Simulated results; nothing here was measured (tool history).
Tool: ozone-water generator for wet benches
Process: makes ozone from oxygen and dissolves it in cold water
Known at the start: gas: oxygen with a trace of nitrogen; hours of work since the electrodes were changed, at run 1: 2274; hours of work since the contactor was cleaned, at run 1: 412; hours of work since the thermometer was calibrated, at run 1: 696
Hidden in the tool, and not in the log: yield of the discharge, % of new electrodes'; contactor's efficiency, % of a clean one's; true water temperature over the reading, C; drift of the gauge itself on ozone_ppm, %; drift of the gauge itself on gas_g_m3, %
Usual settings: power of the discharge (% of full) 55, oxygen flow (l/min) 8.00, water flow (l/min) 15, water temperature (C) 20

run	hour	power of the discharge (% of full)	oxygen flow (l/min)	water flow (l/min)	water temperature (C)	hours of work since the electrodes were changed	hours of work since the contactor was cleaned	hours of work since the thermometer was calibrated	dissolved ozone (ppm)	ozone in the gas ahead of the water (g/m3)
1	0.0	55	8.00	15	20	2274	412	696	18.2	114.8
2	85.2	55	4.10	15	20	2345	483	767	19.0	161.5
3	136.5	55	4.10	15	20	2388	526	810	18.9	160.4
4	181.4	55	4.10	15	20	2425	563	847	18.8	159.0
5	231.1	55	4.10	15	20	2466	604	889	18.9	160.5
6	318.5	55	4.10	15	20	2539	677	961	19.0	158.9
7	376.5	55	4.10	15	20	2587	725	1009	18.9	159.4
8	420.9	55	8.00	20	20	2624	762	1046	14.9	114.2
9	469.3	55	8.00	20	20	2664	802	1086	14.7	114.3
10	538.8	55	8.00	22	20	2722	860	1144	13.8	113.4
11	612.5	55	8.00	17	20	2783	921	1206	16.6	112.3
# hour 624.4: contactor cleaned
12	699.7	55	8.00	17	20	2852	63	1275	16.8	112.9
13	737.6	55	8.00	17	20	2884	94	1306	16.7	113.5
14	796.5	55	8.00	17	20	2933	143	1355	16.6	112.1
15	873.3	55	8.43	17	18	2997	207	1419	17.0	110.1
16	962.1	55	8.43	17	18	3070	281	1493	16.8	109.0
# hour 987.6: contactor cleaned, once more
17	1054.0	55	8.43	17	23	3143	55	1566	15.2	108.4
18	1128.2	55	11.42	17	23	3205	117	1628	14.7	93.0
19	1196.1	55	11.42	11	25	3262	173	1684	17.1	93.1
20	1266.7	55	11.42	11	25	3320	232	1743	17.4	92.7
21	1304.0	55	11.42	12	20	3351	263	1774	18.3	93.0
22	1380.3	55	11.42	12	12	3415	326	1837	22.3	94.5
23	1426.1	50	6.65	15	20	3453	365	1875	16.6	114.0
24	1470.7	55	8.00	16	20	3490	402	1912	16.9	111.5
25	1554.2	78	10.01	16	20	3559	471	1982	21.5	130.7
26	1609.1	55	5.42	15	16	3605	517	2027	19.6	133.8

Forecast each of these 4 alternatives for the next run:
A	1670.6	55	8.00	12	20	3656	568	2078	?	?
B	1670.6	55	5.42	24	16	3656	568	2078	?	?
C	1670.6	84	8.00	21	20	3656	568	2078	?	?
D	1670.6	55	5.42	9	16	3656	568	2078	?	?

run	dissolved ozone (ppm)	ozone in the gas ahead of the water (g/m3)
A	19.8	110.7
B	13.0	134.5
C	19.4	155.1
D	26.8	135.8
Without the tool's hidden state the same runs would have given:
run	dissolved ozone (ppm)	ozone in the gas ahead of the water (g/m3)
A	21.8	120.5
B	14.4	146.4
C	22.2	175.3
D	29.4	147.7

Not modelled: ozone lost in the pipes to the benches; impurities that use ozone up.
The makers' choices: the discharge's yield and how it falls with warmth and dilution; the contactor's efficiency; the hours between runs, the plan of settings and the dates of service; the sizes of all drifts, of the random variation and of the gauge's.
